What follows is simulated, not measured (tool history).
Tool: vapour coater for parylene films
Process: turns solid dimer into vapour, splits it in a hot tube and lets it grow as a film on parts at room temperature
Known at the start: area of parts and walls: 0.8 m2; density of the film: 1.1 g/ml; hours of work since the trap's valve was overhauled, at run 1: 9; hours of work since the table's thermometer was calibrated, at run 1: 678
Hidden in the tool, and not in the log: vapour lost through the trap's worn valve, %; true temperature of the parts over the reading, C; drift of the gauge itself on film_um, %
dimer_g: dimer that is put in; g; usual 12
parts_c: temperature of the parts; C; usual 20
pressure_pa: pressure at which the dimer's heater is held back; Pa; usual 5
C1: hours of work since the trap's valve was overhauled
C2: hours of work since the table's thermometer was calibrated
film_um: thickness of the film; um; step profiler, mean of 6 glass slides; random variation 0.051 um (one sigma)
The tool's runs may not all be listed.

Run 1, hour 0: usual settings; C1 9; C2 678. Result: film_um 6.49 um.
Run 2, hour 33.4: usual settings; C1 30; C2 699. Result: film_um 6.33 um.
Run 3, hour 78.1: usual settings; C1 57; C2 727. Result: film_um 6.33 um.
Run 4, hour 105.8: usual settings; C1 75; C2 744. Result: film_um 6.33 um.
Run 5, hour 134.6: usual settings; C1 93; C2 762. Result: film_um 6.27 um.
Run 6, hour 167.3: usual settings; C1 113; C2 782. Result: film_um 6.26 um.
Run 7, hour 201.3: usual settings but parts_c 19 C; C1 134; C2 803. Result: film_um 6.49 um.
Run 8, hour 255: usual settings but parts_c 19 C; C1 168; C2 837. Result: film_um 6.53 um.
Run 9, hour 292.4: usual settings but parts_c 19 C; C1 191; C2 860. Result: film_um 6.51 um.
Run 10, hour 342.7: usual settings but parts_c 19 C; C1 222; C2 891. Result: film_um 6.36 um.
Run 11, hour 402.2: usual settings but parts_c 19 C; C1 259; C2 928. Result: film_um 6.37 um.
Run 12, hour 444.4: usual settings; C1 285; C2 954. Result: film_um 6.04 um.
Run 13, hour 506.7: usual settings but dimer_g 8 g; C1 324; C2 993. Result: film_um 4.14 um.
Run 14, hour 546.1: usual settings but dimer_g 8 g; C1 349; C2 1018. Result: film_um 4.01 um.
Run 15, hour 579.8: usual settings but dimer_g 8 g; C1 370; C2 1039. Result: film_um 3.9 um.
Run 16, hour 605.6: usual settings but parts_c 14 C; C1 386; C2 1055. Result: film_um 7.36 um.
At hour 654.2: trap's valve overhauled.
Run 17, hour 664: usual settings but parts_c 14 C; C1 6; C2 1089. Result: film_um 7.88 um.
Run 18, hour 696.2: usual settings; C1 26; C2 1109. Result: film_um 6.54 um.
Run 19, hour 721.4: usual settings but pressure_pa 3.92 Pa; C1 42; C2 1124. Result: film_um 6.6 um.
Run 20, hour 781: usual settings but pressure_pa 3.92 Pa; C1 79; C2 1161. Result: film_um 6.54 um.
Run 21, hour 823.9: usual settings but dimer_g 6 g; C1 106; C2 1188. Result: film_um 3.18 um.
Run 22, hour 867.2: usual settings but dimer_g 20 g; C1 133; C2 1215. Result: film_um 10.66 um.
Run 23, hour 928.7: usual settings but dimer_g 20 g, pressure_pa 2.22 Pa; C1 171; C2 1253. Result: film_um 11.28 um.
Run 24, hour 959.9: usual settings but dimer_g 15 g; C1 190; C2 1273. Result: film_um 7.88 um.
Run 25, hour 1022.2: usual settings but dimer_g 15 g; C1 229; C2 1311. Result: film_um 7.75 um.
Run 26, hour 1049.6: usual settings but dimer_g 15 g, parts_c 30 C; C1 246; C2 1328. Result: film_um 5.55 um.
Run 27, hour 1092: usual settings but dimer_g 17 g, parts_c 18 C, pressure_pa 2.59 Pa; C1 272; C2 1355. Result: film_um 9.99 um.
Run 28, hour 1140.9: usual settings but dimer_g 11 g, parts_c 19 C, pressure_pa 2.96 Pa; C1 303; C2 1385. Result: film_um 6.12 um.
Run 29, hour 1192.5: usual settings but dimer_g 7 g, pressure_pa 5.39 Pa; C1 335; C2 1417. Result: film_um 3.61 um.
Run 30, hour 1223.2: usual settings but dimer_g 7 g, pressure_pa 5.39 Pa; C1 354; C2 1436. Result: film_um 3.58 um.
Run 31, hour 1274.7: usual settings but parts_c 16 C, pressure_pa 2.39 Pa; C1 386; C2 1468. Result: film_um 7.58 um.
At hour 1324.8: trap's valve overhauled.
Run 32, hour 1341.4: usual settings but dimer_g 21 g, pressure_pa 2.76 Pa; C1 10; C2 1507. Result: film_um 12.03 um.
Run 33, hour 1401.7: usual settings but dimer_g 21 g, pressure_pa 2.76 Pa; C1 48; C2 1545. Result: film_um 11.87 um.
Run 34, hour 1443.4: usual settings but dimer_g 7 g, pressure_pa 7.22 Pa; C1 74; C2 1571. Result: film_um 3.57 um.
Run 35, hour 1472.3: usual settings but dimer_g 9 g, parts_c 12 C, pressure_pa 2.81 Pa; C1 92; C2 1589. Result: film_um 6.81 um.
Run 36, hour 1523: usual settings but dimer_g 22 g, parts_c 18 C; C1 123; C2 1620. Result: film_um 12.62 um.
Run 37, hour 1573.3: usual settings but dimer_g 16 g; C1 155; C2 1652. Result: film_um 8.49 um.
Run 38, hour 1615.9: usual settings but parts_c 19 C, pressure_pa 8.86 Pa; C1 181; C2 1678. Result: film_um 6.19 um.
Run 39, hour 1642.4: usual settings but parts_c 19 C, pressure_pa 8.86 Pa; C1 198; C2 1695. Result: film_um 6.23 um.
Run 40, hour 1682.9: usual settings but dimer_g 13 g, parts_c 13 C, pressure_pa 8.86 Pa; C1 223; C2 1720. Result: film_um 8.28 um.
Run 41, hour 1740.6: usual settings but dimer_g 6 g, parts_c 29 C, pressure_pa 5.29 Pa; C1 259; C2 1756. Result: film_um 2.25 um.
Run 42, hour 1796.2: usual settings but dimer_g 11 g, parts_c 29 C, pressure_pa 5.29 Pa; C1 293; C2 1790. Result: film_um 4.07 um.
Run 43, hour 1856: usual settings but dimer_g 18 g, parts_c 19 C, pressure_pa 3.02 Pa; C1 331; C2 1828. Result: film_um 10.09 um.
Run 44, hour 1899.3: usual settings but dimer_g 9 g, parts_c 28 C, pressure_pa 8.55 Pa; C1 357; C2 1855. Result: film_um 3.28 um.
Run 45, hour 1938.9: usual settings but pressure_pa 2.22 Pa; C1 382; C2 1879. Result: film_um 6.62 um.

Measured less the same run without the tool's hidden state. The same run-to-run variation is in both; the gauge's scatter may not be:
run  film_um
  1       +0
  2    -0.02
  3    -0.06
  4    -0.07
  5     -0.1
  6    -0.11
  7    -0.14
  8    -0.18
  9     -0.2
 10    -0.24
 11    -0.28
 12    -0.29
 13    -0.22
 14    -0.24
 15    -0.25
 16    -0.49
 17    +0.07
 18    +0.04
 19    +0.02
 20    -0.02
 21    -0.03
 22    -0.13
 23    -0.21
 24    -0.17
 25    -0.22
 26    -0.17
 27    -0.35
 28    -0.25
 29    -0.17
 30    -0.17
 31    -0.41
 32    +0.17
 33     +0.1
 34    +0.01
 35       +0
 36    -0.06
 37    -0.08
 38    -0.08
 39    -0.11
 40    -0.18
 41    -0.06
 42    -0.13
 43     -0.4
 44    -0.15
 45    -0.32
